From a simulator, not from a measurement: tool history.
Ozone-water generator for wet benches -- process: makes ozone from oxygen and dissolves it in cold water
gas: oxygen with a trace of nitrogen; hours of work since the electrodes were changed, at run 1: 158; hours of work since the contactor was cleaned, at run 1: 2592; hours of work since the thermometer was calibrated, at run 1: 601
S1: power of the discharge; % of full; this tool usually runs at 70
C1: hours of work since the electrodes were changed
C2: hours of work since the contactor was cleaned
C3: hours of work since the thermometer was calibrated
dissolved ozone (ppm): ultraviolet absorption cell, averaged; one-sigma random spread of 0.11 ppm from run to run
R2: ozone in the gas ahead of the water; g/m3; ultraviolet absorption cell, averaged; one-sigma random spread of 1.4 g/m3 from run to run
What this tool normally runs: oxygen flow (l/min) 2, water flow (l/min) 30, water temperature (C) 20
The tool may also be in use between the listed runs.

Run 1, hour 0: usual settings; C1 158; C2 2592; C3 601. Result: dissolved ozone (ppm) 7.9, R2 258.5 g/m3.
Run 2, hour 104.5: usual settings; C1 256; C2 2689; C3 698. Result: dissolved ozone (ppm) 7.8, R2 260.2 g/m3.
Run 3, hour 192.6: usual settings; C1 338; C2 2771; C3 780. Result: dissolved ozone (ppm) 7.7, R2 258 g/m3.
Run 4, hour 368: usual settings; C1 501; C2 2934; C3 943. Result: dissolved ozone (ppm) 7.9, R2 257.4 g/m3.
Run 5, hour 465.8: usual settings but water flow (l/min) 23; C1 592; C2 3025; C3 1034. Result: dissolved ozone (ppm) 10.4, R2 256.6 g/m3.
Run 6, hour 589.4: usual settings but S1 84 % of full, water flow (l/min) 23; C1 707; C2 3140; C3 1150. Result: dissolved ozone (ppm) 11.1, R2 287.3 g/m3.
Run 7, hour 744.9: usual settings but water temperature (C) 17; C1 852; C2 3285; C3 1294. Result: dissolved ozone (ppm) 7.8, R2 256.9 g/m3.
Run 8, hour 899.6: usual settings but water temperature (C) 17; C1 996; C2 3429; C3 1438. Result: dissolved ozone (ppm) 7.7, R2 254.5 g/m3.
Run 9, hour 1069.5: usual settings but water temperature (C) 16; C1 1154; C2 3587; C3 1597. Result: dissolved ozone (ppm) 7.7, R2 255.1 g/m3.
Run 10, hour 1209.7: usual settings but water temperature (C) 16; C1 1285; C2 3718; C3 1727. Result: dissolved ozone (ppm) 7.6, R2 256.6 g/m3.
Run 11, hour 1376.2: usual settings but water temperature (C) 16; C1 1440; C2 3873; C3 1882. Result: dissolved ozone (ppm) 7.7, R2 252.9 g/m3.
Run 12, hour 1477.3: usual settings; C1 1534; C2 3967; C3 1976. Result: dissolved ozone (ppm) 7.6, R2 252.9 g/m3.
Run 13, hour 1643.5: usual settings; C1 1689; C2 4122; C3 2131. Result: dissolved ozone (ppm) 7.4, R2 250 g/m3.
Run 14, hour 1784: usual settings; C1 1819; C2 4253; C3 2262. Result: dissolved ozone (ppm) 7.6, R2 252.4 g/m3.
Run 15, hour 1886.5: usual settings; C1 1915; C2 4348; C3 2357. Result: dissolved ozone (ppm) 7.3, R2 250.4 g/m3.
Run 16, hour 2043.6: usual settings; C1 2061; C2 4494; C3 2504. Result: dissolved ozone (ppm) 7.5, R2 250.4 g/m3.
Run 17, hour 2118.6: usual settings; C1 2131; C2 4564; C3 2573. Result: dissolved ozone (ppm) 7.3, R2 251.1 g/m3.
Run 18, hour 2248.7: usual settings but S1 71 % of full, oxygen flow (l/min) 2.01, water temperature (C) 15; C1 2252; C2 4685; C3 2695. Result: dissolved ozone (ppm) 7.8, R2 251.3 g/m3.
Run 19, hour 2398.9: usual settings but S1 73 % of full, oxygen flow (l/min) 1.27, water flow (l/min) 25, water temperature (C) 15; C1 2392; C2 4825; C3 2834. Result: dissolved ozone (ppm) 7.5, R2 301.6 g/m3.
Run 20, hour 2501: usual settings but S1 73 % of full, oxygen flow (l/min) 1.27, water flow (l/min) 25, water temperature (C) 15; C1 2487; C2 4920; C3 2929. Result: dissolved ozone (ppm) 7.8, R2 297.3 g/m3.
Run 21, hour 2602.9: usual settings but S1 49 % of full, oxygen flow (l/min) 3.38, water flow (l/min) 19, water temperature (C) 15; C1 2582; C2 5015; C3 3024. Result: dissolved ozone (ppm) 11.6, R2 164.8 g/m3.
Run 22, hour 2711.6: usual settings but S1 58 % of full, oxygen flow (l/min) 2.44, water flow (l/min) 21, water temperature (C) 22; C1 2683; C2 5116; C3 3126. Result: dissolved ozone (ppm) 9.7, R2 204.2 g/m3.
Run 23, hour 2787.8: usual settings but S1 58 % of full, oxygen flow (l/min) 2.44, water flow (l/min) 21, water temperature (C) 22; C1 2754; C2 5187; C3 3197. Result: dissolved ozone (ppm) 9.7, R2 206.9 g/m3.
Run 24, hour 2940.1: usual settings but oxygen flow (l/min) 1.57, water flow (l/min) 43; C1 2896; C2 5329; C3 3338. Result: dissolved ozone (ppm) 4.6, R2 267.8 g/m3.
Run 25, hour 3059.7: usual settings but S1 53 % of full, water flow (l/min) 32, water temperature (C) 28; C1 3007; C2 5441; C3 3450. Result: dissolved ozone (ppm) 5.6, R2 207.5 g/m3.
At hour 3152.2: contactor cleaned.
At hour 3209.4: water thermometer calibrated.
Run 26, hour 3226.1: usual settings but S1 53 % of full, water flow (l/min) 32, water temperature (C) 28; C1 3158; C2 68; C3 16. Result: dissolved ozone (ppm) 5.7, R2 208.1 g/m3.
Run 27, hour 3378.5: usual settings but S1 89 % of full, oxygen flow (l/min) 1.59, water flow (l/min) 21; C1 3300; C2 210; C3 157. Result: dissolved ozone (ppm) 11.2, R2 306.8 g/m3.
Run 28, hour 3534.2: usual settings but S1 45 % of full, water temperature (C) 21; C1 3445; C2 355; C3 302. Result: dissolved ozone (ppm) 5.6, R2 187.9 g/m3.
Run 29, hour 3626.6: usual settings but S1 64 % of full; C1 3531; C2 441; C3 388. Result: dissolved ozone (ppm) 7.1, R2 232.7 g/m3.
Run 30, hour 3776.1: usual settings but S1 64 % of full, water flow (l/min) 35; C1 3670; C2 581; C3 528. Result: dissolved ozone (ppm) 6.1, R2 228.8 g/m3.
Run 31, hour 3933.1: usual settings but S1 80 % of full; C1 3816; C2 727; C3 674. Result: dissolved ozone (ppm) 8, R2 259.7 g/m3.
Run 32, hour 4097.7: usual settings but S1 58 % of full, oxygen flow (l/min) 2.38; C1 3970; C2 880; C3 827. Result: dissolved ozone (ppm) 7.1, R2 203.4 g/m3.

Run by run, hidden condition taken away, random variation retained:
Hidden conditions of the tool in this case: yield of the discharge, % of new electrodes'; contactor's efficiency, % of a clean one's; true water temperature over the reading, C; drift of the gauge itself on ozone_ppm, %; drift of the gauge itself on gas_g_m3, %.
run  dissolved ozone (ppm)     R2
  1                    8.1  258.2
  2                      8  260.4
  3                      8  258.6
  4                    8.1  258.8
  5                   10.7  258.4
  6                   11.5  290.2
  7                    8.1  259.9
  8                    8.1  258.3
  9                    8.1  259.6
 10                      8  261.7
 11                    8.2  258.7
 12                      8  259.2
 13                    7.9    257
 14                    8.1  260.2
 15                    7.9  258.5
 16                    8.1  259.3
 17                    7.9  260.3
 18                    8.4  261.3
 19                    8.1  314.6
 20                    8.4  310.7
 21                   12.5  170.7
 22                   10.6  212.8
 23                   10.6  215.8
 24                    5.1  281.6
 25                    6.1  216.9
 26                      6    218
 27                     12    328
 28                    5.9  196.6
 29                    7.6  247.1
 30                    6.5  243.6
 31                    8.7  279.8
 32                    7.7  216.8
